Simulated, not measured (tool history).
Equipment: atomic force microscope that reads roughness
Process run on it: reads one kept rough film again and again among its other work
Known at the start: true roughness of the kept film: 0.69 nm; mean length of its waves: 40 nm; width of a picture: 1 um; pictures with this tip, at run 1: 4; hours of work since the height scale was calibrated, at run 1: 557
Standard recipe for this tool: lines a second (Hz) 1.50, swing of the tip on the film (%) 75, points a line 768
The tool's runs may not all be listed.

run	hour	lines a second (Hz)	swing of the tip on the film (%)	points a line	pictures with this tip	hours of work since the height scale was calibrated	roughness of the kept film (nm (root mean square))
1	0.0	1.50	75	768	4	557	0.655
2	52.9	1.50	75	768	56	584	0.652
3	95.9	1.98	75	768	98	605	0.636
# hour 125.9: new tip fitted
4	155.1	1.98	75	768	28	635	0.646
5	183.0	1.98	75	768	55	649	0.644
6	241.8	1.98	75	768	113	678	0.636
# hour 257.4: new tip fitted
7	300.4	1.98	81	768	42	707	0.632
8	356.0	1.98	81	768	96	735	0.620
# hour 385.9: new tip fitted
9	402.3	1.50	63	768	16	758	0.667
10	451.7	1.50	63	768	64	783	0.662
11	503.5	1.50	75	768	115	809	0.639
# hour 515.4: new tip fitted
12	547.5	1.50	75	768	31	831	0.656
13	587.3	1.93	75	768	70	851	0.640
14	618.3	1.93	75	768	100	866	0.637
# hour 647.0: new tip fitted
15	657.2	2.08	75	636	10	886	0.651
16	698.0	2.08	75	636	49	906	0.644
17	728.5	2.08	75	636	79	921	0.640
18	767.0	3.90	76	768	117	941	0.607
# hour 776.9: new tip fitted
19	800.3	3.90	76	768	23	957	0.617
20	851.2	3.90	76	768	72	983	0.613
# hour 904.4: new tip fitted
21	904.4	3.90	76	768	0	1009	0.625
22	964.9	3.98	62	965	59	1040	0.646
23	997.1	0.57	56	281	90	1056	0.662

What does the tool deliver on the next run?
# hour 1033.0: new tip fitted
24	1056.6	2.36	75	768	23	1085	?

roughness of the kept film (nm (root mean square)): 0.646
Were there no unlogged condition in the tool, this run, its random variation unchanged, would have produced roughness of the kept film (nm (root mean square)) 0.642.
